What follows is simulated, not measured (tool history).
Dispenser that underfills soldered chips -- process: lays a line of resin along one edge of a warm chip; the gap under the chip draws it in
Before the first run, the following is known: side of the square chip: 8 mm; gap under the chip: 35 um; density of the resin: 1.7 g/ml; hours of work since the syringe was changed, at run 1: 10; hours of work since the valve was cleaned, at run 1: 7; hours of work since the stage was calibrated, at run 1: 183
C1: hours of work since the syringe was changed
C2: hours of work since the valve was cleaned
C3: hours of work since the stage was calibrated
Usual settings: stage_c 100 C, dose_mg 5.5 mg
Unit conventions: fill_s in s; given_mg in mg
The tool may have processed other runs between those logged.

{"run": 1, "hour": 0.0, "stage_c": 100, "dose_mg": 5.5, "C1": 10, "C2": 7, "C3": 183, "fill_s": 226.6, "given_mg": 5.49}
{"hour": 2.1, "done": "new syringe of resin"}
{"run": 2, "hour": 5.1, "stage_c": 87, "dose_mg": 5.5, "C1": 2, "C2": 10, "C3": 186, "fill_s": 232.7, "given_mg": 5.47}
{"run": 3, "hour": 11.2, "stage_c": 87, "dose_mg": 5.5, "C1": 6, "C2": 14, "C3": 189, "fill_s": 288.9, "given_mg": 5.42}
{"run": 4, "hour": 17.1, "stage_c": 87, "dose_mg": 5.5, "C1": 9, "C2": 18, "C3": 193, "fill_s": 350, "given_mg": 5.43}
{"hour": 20.4, "done": "new syringe of resin"}
{"run": 5, "hour": 25.0, "stage_c": 87, "dose_mg": 5.5, "C1": 3, "C2": 22, "C3": 198, "fill_s": 250.1, "given_mg": 5.4}
{"run": 6, "hour": 30.2, "stage_c": 87, "dose_mg": 4.99, "C1": 6, "C2": 25, "C3": 201, "fill_s": 301.7, "given_mg": 4.93}
{"hour": 38.2, "done": "new syringe of resin"}
{"run": 7, "hour": 38.2, "stage_c": 100, "dose_mg": 5.32, "C1": 0, "C2": 30, "C3": 206, "fill_s": 134.2, "given_mg": 5.2}
{"run": 8, "hour": 41.5, "stage_c": 100, "dose_mg": 5.32, "C1": 2, "C2": 32, "C3": 208, "fill_s": 149.3, "given_mg": 5.21}
{"run": 9, "hour": 45.1, "stage_c": 100, "dose_mg": 5.32, "C1": 4, "C2": 34, "C3": 210, "fill_s": 168.1, "given_mg": 5.22}
{"run": 10, "hour": 49.7, "stage_c": 111, "dose_mg": 5.69, "C1": 7, "C2": 37, "C3": 213, "fill_s": 129.8, "given_mg": 5.58}
{"run": 11, "hour": 53.9, "stage_c": 85, "dose_mg": 6.21, "C1": 10, "C2": 40, "C3": 215, "fill_s": 397.3, "given_mg": 6.09}
{"hour": 56.2, "done": "new syringe of resin"}
{"run": 12, "hour": 60.7, "stage_c": 85, "dose_mg": 6.21, "C1": 3, "C2": 44, "C3": 219, "fill_s": 267.5, "given_mg": 6.07}
{"run": 13, "hour": 68.6, "stage_c": 114, "dose_mg": 5.55, "C1": 8, "C2": 49, "C3": 224, "fill_s": 117.9, "given_mg": 5.38}
{"run": 14, "hour": 71.8, "stage_c": 94, "dose_mg": 6.75, "C1": 10, "C2": 51, "C3": 226, "fill_s": 267, "given_mg": 6.53}
{"hour": 74.2, "done": "new syringe of resin"}
{"run": 15, "hour": 77.9, "stage_c": 101, "dose_mg": 5.65, "C1": 2, "C2": 54, "C3": 230, "fill_s": 141.6, "given_mg": 5.46}
{"hour": 79.5, "done": "dispensing valve cleaned and set on the balance"}
{"run": 16, "hour": 85.3, "stage_c": 101, "dose_mg": 5.65, "C1": 6, "C2": 4, "C3": 234, "fill_s": 174.9, "given_mg": 5.64}
{"hour": 93.2, "done": "new syringe of resin"}
{"run": 17, "hour": 93.2, "stage_c": 101, "dose_mg": 5.65, "C1": 0, "C2": 8, "C3": 238, "fill_s": 124.4, "given_mg": 5.63}
{"run": 18, "hour": 96.4, "stage_c": 97, "dose_mg": 5.75, "C1": 2, "C2": 10, "C3": 240, "fill_s": 157.7, "given_mg": 5.7}

Forecast each of these 4 alternatives for the next run:
{"run": "A", "hour": 101.5, "stage_c": 90, "dose_mg": 6.24, "C1": 5, "C2": 13, "C3": 244, "fill_s": "?", "given_mg": "?"}
{"run": "B", "hour": 101.5, "stage_c": 106, "dose_mg": 4.85, "C1": 5, "C2": 13, "C3": 244, "fill_s": "?", "given_mg": "?"}
{"run": "C", "hour": 101.5, "stage_c": 90, "dose_mg": 6.56, "C1": 5, "C2": 13, "C3": 244, "fill_s": "?", "given_mg": "?"}
{"run": "D", "hour": 101.5, "stage_c": 90, "dose_mg": 5.75, "C1": 5, "C2": 13, "C3": 244, "fill_s": "?", "given_mg": "?"}

run=A fill_s=240.3 given_mg=6.21
run=B fill_s=138.6 given_mg=4.78
run=C fill_s=241.5 given_mg=6.52
run=D fill_s=242.3 given_mg=5.68
Stripped of hidden state, with their random variation kept, the same runs would have yielded:
run=A fill_s=194.1 given_mg=6.26
run=B fill_s=111.1 given_mg=4.82
run=C fill_s=195 given_mg=6.56
run=D fill_s=195.5 given_mg=5.73
